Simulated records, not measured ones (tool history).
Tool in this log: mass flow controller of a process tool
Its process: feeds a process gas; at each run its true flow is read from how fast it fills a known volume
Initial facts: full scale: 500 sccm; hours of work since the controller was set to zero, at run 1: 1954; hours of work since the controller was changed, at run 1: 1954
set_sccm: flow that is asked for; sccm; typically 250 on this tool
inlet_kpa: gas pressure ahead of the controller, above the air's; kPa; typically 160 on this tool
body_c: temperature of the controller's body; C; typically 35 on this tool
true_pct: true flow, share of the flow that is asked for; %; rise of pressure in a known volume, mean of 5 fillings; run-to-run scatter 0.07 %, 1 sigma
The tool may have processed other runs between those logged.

run	day	set_sccm	inlet_kpa	body_c	hours of work since the controller was set to zero	hours of work since the controller was changed	true_pct
1	0	250	160	35	1954	1954	99.85
2	8.496	250	160	35	2079	2079	100.04
3	17.942	250	160	35	2218	2218	99.98
4	25.988	250	160	35	2336	2336	100.26
5	31.658	250	160	35	2420	2420	100.04
6	42.6	250	160	35	2581	2581	100.23
7	52.792	463	160	35	2731	2731	100.37
# day 53.442: controller's zero set anew
8	60.304	250	160	35	101	2841	100.44
9	68.021	250	160	35	215	2954	100.66
10	77.621	250	160	22	356	3096	101.12
11	89.367	65	256	35	529	3268	104.33
12	96.225	65	256	35	629	3369	104.51
13	101.354	65	232	25	705	3445	104.83
14	107.554	177	232	40	796	3536	101.46
15	117.821	250	265	35	947	3687	101.52

Measured result minus the same run's result without the hidden state. Both carry the same run-to-run variation, though not necessarily the same gauge scatter:
Unlogged tool condition in this case: flow at rest that the sensor doesn't see, % of full scale; true flow over the shown one, %; drift of the gauge itself on true_pct, %.
run	true_pct
1	+1.01
2	+1.08
3	+1.15
4	+1.22
5	+1.26
6	+1.33
7	+1.01
8	+1.67
9	+1.74
10	+1.81
11	+5.37
12	+5.51
13	+5.61
14	+2.58
15	+2.12

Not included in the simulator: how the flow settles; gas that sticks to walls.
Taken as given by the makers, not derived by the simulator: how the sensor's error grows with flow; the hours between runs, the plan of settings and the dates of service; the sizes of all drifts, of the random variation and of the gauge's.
